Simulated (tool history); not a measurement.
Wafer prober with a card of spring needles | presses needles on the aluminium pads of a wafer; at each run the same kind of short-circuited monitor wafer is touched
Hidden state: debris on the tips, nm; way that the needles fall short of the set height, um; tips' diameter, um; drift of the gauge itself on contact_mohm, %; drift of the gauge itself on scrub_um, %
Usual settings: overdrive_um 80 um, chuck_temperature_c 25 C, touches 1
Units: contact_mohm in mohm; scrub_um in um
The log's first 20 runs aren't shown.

| run | hour | overdrive_um | chuck_temperature_c | touches | touches since the tips were cleaned | cleanings since the card got new needles | touches since the first contact's height was set | contact_mohm | scrub_um |
|---|---|---|---|---|---|---|---|---|---|
|  | 336.1 | tips cleaned on abrasive film |
| 21 | 345.4 | 80 | 53 | 3 | 5250 | 45 | 57325 | 171 | 14.23 |
|  | 351.3 | tips cleaned on abrasive film |
| 22 | 365 | 80 | 51 | 1 | 7726 | 46 | 68312 | 169 | 14.29 |
|  | 366.9 | tips cleaned on abrasive film |
|  | 383.2 | tips cleaned on abrasive film |
| 23 | 383.9 | 80 | 59 | 1 | 358 | 48 | 78889 | 171 | 14.23 |
| 24 | 396.1 | 80 | 59 | 1 | 7304 | 48 | 85835 | 173 | 14.21 |
|  | 399.5 | tips cleaned on abrasive film |
| 25 | 413.3 | 71 | 30 | 1 | 7813 | 49 | 95490 | 169 | 12.64 |
|  | 415 | tips cleaned on abrasive film |
|  | 431 | tips cleaned on abrasive film |
| 26 | 436.4 | 71 | 30 | 1 | 3018 | 51 | 108428 | 168 | 12.64 |
|  | 445.8 | tips cleaned on abrasive film |
| 27 | 455.7 | 80 | 25 | 2 | 5596 | 52 | 119303 | 165 | 14.25 |
|  | 461.6 | tips cleaned on abrasive film |
|  | 476.3 | tips cleaned on abrasive film |
| 28 | 477.6 | 80 | 52 | 2 | 723 | 54 | 131564 | 167 | 14.29 |
|  | 492.5 | tips cleaned on abrasive film |
| 29 | 498 | 99 | 52 | 1 | 3095 | 55 | 143036 | 168 | 17.58 |
|  | 508.2 | tips cleaned on abrasive film |
|  | 523.1 | tips cleaned on abrasive film |
| 30 | 523.1 | 99 | 52 | 1 | 0 | 57 | 157132 | 168 | 17.65 |
| 31 | 536.3 | 82 | 53 | 1 | 7452 | 57 | 164584 | 172 | 14.61 |
|  | 538.4 | tips cleaned on abrasive film |
|  | 554 | tips cleaned on abrasive film |
| 32 | 554 | 71 | 43 | 2 | 0 | 59 | 174496 | 168 | 12.64 |
|  | 560.6 | height of the first contact set anew |
|  | 569.6 | tips cleaned on abrasive film |
| 33 | 571.4 | 71 | 43 | 2 | 1067 | 60 | 6106 | 169 | 12.62 |

Forecast each of these 3 alternatives for the next run:
|  | 585.8 | tips cleaned on abrasive film |
| A | 586.5 | 69 | 54 | 2 | 422 | 61 | 14579 | ? | ? |
|  | 585.8 | tips cleaned on abrasive film |
| B | 586.5 | 80 | 64 | 1 | 422 | 61 | 14579 | ? | ? |
|  | 585.8 | tips cleaned on abrasive film |
| C | 586.5 | 71 | 43 | 2 | 422 | 61 | 14579 | ? | ? |

| run | contact_mohm | scrub_um |
|---|---|---|
| A | 175 | 12.25 |
| B | 174 | 14.19 |
| C | 171 | 12.67 |
Without the tool's hidden state the same runs would have given:
| run | contact_mohm | scrub_um |
|---|---|---|
| A | 174 | 12.25 |
| B | 174 | 14.19 |
| C | 171 | 12.67 |
